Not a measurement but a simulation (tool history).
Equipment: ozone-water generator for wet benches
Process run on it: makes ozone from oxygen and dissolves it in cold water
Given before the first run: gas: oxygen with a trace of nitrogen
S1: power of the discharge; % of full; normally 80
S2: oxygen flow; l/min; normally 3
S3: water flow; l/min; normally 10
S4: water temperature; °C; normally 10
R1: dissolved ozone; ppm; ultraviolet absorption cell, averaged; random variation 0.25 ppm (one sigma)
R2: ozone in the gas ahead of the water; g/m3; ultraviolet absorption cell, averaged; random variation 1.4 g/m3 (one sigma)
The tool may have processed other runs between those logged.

run 1 day=0 | S1=80 S2=3 S3=10 S4=10 | R1=36.3 R2=267.1
run 2 day=1.371 | S1=81 S2=3 S3=10 S4=10 | R1=36.5 R2=268.8
run 3 day=2.754 | S1=81 S2=3 S3=10 S4=10 | R1=36.9 R2=271.3
run 4 day=3.842 | S1=56 S2=3 S3=10 S4=10 | R1=26.8 R2=196.8
run 5 day=5.679 | S1=82 S2=3 S3=10 S4=10 | R1=37.4 R2=272
run 6 day=7.267 | S1=80 S2=2.74 S3=10 S4=10 | R1=36.6 R2=280.7
run 7 day=9 | S1=80 S2=3 S3=10 S4=10 | R1=36.4 R2=264.9
run 8 day=10.762 | S1=80 S2=3 S3=10 S4=10 | R1=36.5 R2=262.6
run 9 day=12.404 | S1=80 S2=3 S3=10 S4=10 | R1=36.9 R2=263.1
run 10 day=14.133 | S1=80 S2=3 S3=10 S4=5 | R1=38.6 R2=264.9
run 11 day=15.825 | S1=80 S2=3 S3=10 S4=5 | R1=38.6 R2=263.6
-- day=16.075 contactor cleaned
run 12 day=17.138 | S1=80 S2=3 S3=10 S4=5 | R1=40.4 R2=264.8
run 13 day=18.571 | S1=80 S2=3 S3=10 S4=10 | R1=37.5 R2=264.9
-- day=18.825 water thermometer calibrated
run 14 day=19.575 | S1=80 S2=3 S3=10 S4=10 | R1=37.7 R2=265.8
run 15 day=20.829 | S1=80 S2=3 S3=10 S4=10 | R1=37.8 R2=264.9
run 16 day=21.804 | S1=80 S2=3 S3=10 S4=10 | R1=37.6 R2=263.1
run 17 day=22.671 | S1=80 S2=3 S3=10 S4=10 | R1=37.8 R2=264.6
run 18 day=24.454 | S1=80 S2=3 S3=10 S4=10 | R1=37.4 R2=265.7
-- day=24.6 water thermometer calibrated, once more
run 19 day=25.896 | S1=64 S2=3 S3=14 S4=11 | R1=23.9 R2=219.3
run 20 day=27.55 | S1=64 S2=3 S3=8 S4=7 | R1=38.2 R2=218.7
run 21 day=29.112 | S1=64 S2=3 S3=8 S4=7 | R1=38.3 R2=219.6
run 22 day=29.892 | S1=80 S2=3.7 S3=10 S4=10 | R1=36.8 R2=230.2
run 23 day=31.8 | S1=80 S2=3 S3=8 S4=15 | R1=40.7 R2=262.6
run 24 day=32.588 | S1=80 S2=3 S3=8 S4=15 | R1=40.6 R2=261.7
run 25 day=33.45 | S1=58 S2=4.13 S3=9 S4=11 | R1=28.8 R2=164
run 26 day=34.962 | S1=49 S2=3.45 S3=7 S4=10 | R1=30.8 R2=159.2
run 27 day=36.45 | S1=49 S2=3.45 S3=7 S4=10 | R1=30.8 R2=158
run 28 day=37.633 | S1=62 S2=2.23 S3=7 S4=10 | R1=40.9 R2=258.9
run 29 day=39.254 | S1=62 S2=2.23 S3=7 S4=10 | R1=40.3 R2=260.1
run 30 day=41.112 | S1=62 S2=2.23 S3=7 S4=10 | R1=40.5 R2=260.2
run 31 day=42.571 | S1=57 S2=3 S3=11 S4=18 | R1=23.7 R2=198.4
run 32 day=43.921 | S1=57 S2=3 S3=11 S4=18 | R1=23.5 R2=198

Predict each of these 5 candidate next runs independently; none follows another, all start after run 32:
run A day=45.754 | S1=80 S2=3.31 S3=7 S4=7 | R1=? R2=?
run B day=45.754 | S1=57 S2=3 S3=14 S4=18 | R1=? R2=?
run C day=45.754 | S1=46 S2=2.98 S3=14 S4=10 | R1=? R2=?
run D day=45.754 | S1=83 S2=1.93 S3=10 S4=10 | R1=? R2=?
run E day=45.754 | S1=57 S2=4.62 S3=11 S4=8 | R1=? R2=?

run=A R1=49.4 R2=244.6
run=B R1=19.4 R2=197.1
run=C R1=17.9 R2=165.8
run=D R1=39.4 R2=365.4
run=E R1=25.5 R2=147.2
With the hidden condition removed and each run's random variation left untouched, the same runs would have given:
run=A R1=50.4 R2=248.5
run=B R1=19.8 R2=199.4
run=C R1=18.2 R2=167.3
run=D R1=40.3 R2=371.3
run=E R1=26 R2=149

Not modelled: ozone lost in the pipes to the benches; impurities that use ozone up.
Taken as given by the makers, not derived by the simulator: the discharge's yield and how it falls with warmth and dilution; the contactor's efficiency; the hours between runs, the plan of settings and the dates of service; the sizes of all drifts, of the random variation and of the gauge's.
